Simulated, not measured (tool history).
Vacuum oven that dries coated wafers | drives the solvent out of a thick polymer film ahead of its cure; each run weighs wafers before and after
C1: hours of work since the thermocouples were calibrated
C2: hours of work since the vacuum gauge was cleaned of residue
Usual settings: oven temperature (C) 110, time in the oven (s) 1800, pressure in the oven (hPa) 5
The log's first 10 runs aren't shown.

Run 11, hour 122.7: usual settings; C1 173; C2 455. Result: solvent left in the film (%) 3.83.
Run 12, hour 130.1: usual settings; C1 177; C2 459. Result: solvent left in the film (%) 3.88.
Run 13, hour 144.4: usual settings; C1 186; C2 468. Result: solvent left in the film (%) 3.87.
Run 14, hour 160.6: usual settings; C1 196; C2 477. Result: solvent left in the film (%) 3.81.
Run 15, hour 168: usual settings; C1 200; C2 482. Result: solvent left in the film (%) 3.8.
Run 16, hour 179.5: usual settings; C1 207; C2 489. Result: solvent left in the film (%) 3.78.
Run 17, hour 190.9: usual settings; C1 214; C2 496. Result: solvent left in the film (%) 3.86.
Run 18, hour 202: usual settings but pressure in the oven (hPa) 2.96; C1 220; C2 502. Result: solvent left in the film (%) 3.77.
Run 19, hour 213.9: usual settings but pressure in the oven (hPa) 2.96; C1 228; C2 510. Result: solvent left in the film (%) 3.73.
Run 20, hour 226.8: usual settings but pressure in the oven (hPa) 7.02; C1 235; C2 517. Result: solvent left in the film (%) 3.87.
Run 21, hour 241.9: usual settings but oven temperature (C) 105, pressure in the oven (hPa) 7.24; C1 244; C2 526. Result: solvent left in the film (%) 5.81.
At hour 244.7: vacuum gauge cleaned of residue and calibrated.
Run 22, hour 255.9: usual settings but time in the oven (s) 2160, pressure in the oven (hPa) 4.61; C1 252; C2 7. Result: solvent left in the film (%) 2.77.
Run 23, hour 272.3: usual settings but time in the oven (s) 2160, pressure in the oven (hPa) 4.61; C1 262; C2 17. Result: solvent left in the film (%) 2.74.
Run 24, hour 289: usual settings but time in the oven (s) 2160, pressure in the oven (hPa) 4.61; C1 272; C2 27. Result: solvent left in the film (%) 2.78.

Forecast run 25:
Run 25, hour 302.3: usual settings but time in the oven (s) 1380, pressure in the oven (hPa) 7.06; C1 280; C2 35. Result: solvent left in the film (%) ?.

Run 25 gave solvent left in the film (%) 5.61.
Without the tool's hidden state the same run would have given solvent left in the film (%) 5.76.

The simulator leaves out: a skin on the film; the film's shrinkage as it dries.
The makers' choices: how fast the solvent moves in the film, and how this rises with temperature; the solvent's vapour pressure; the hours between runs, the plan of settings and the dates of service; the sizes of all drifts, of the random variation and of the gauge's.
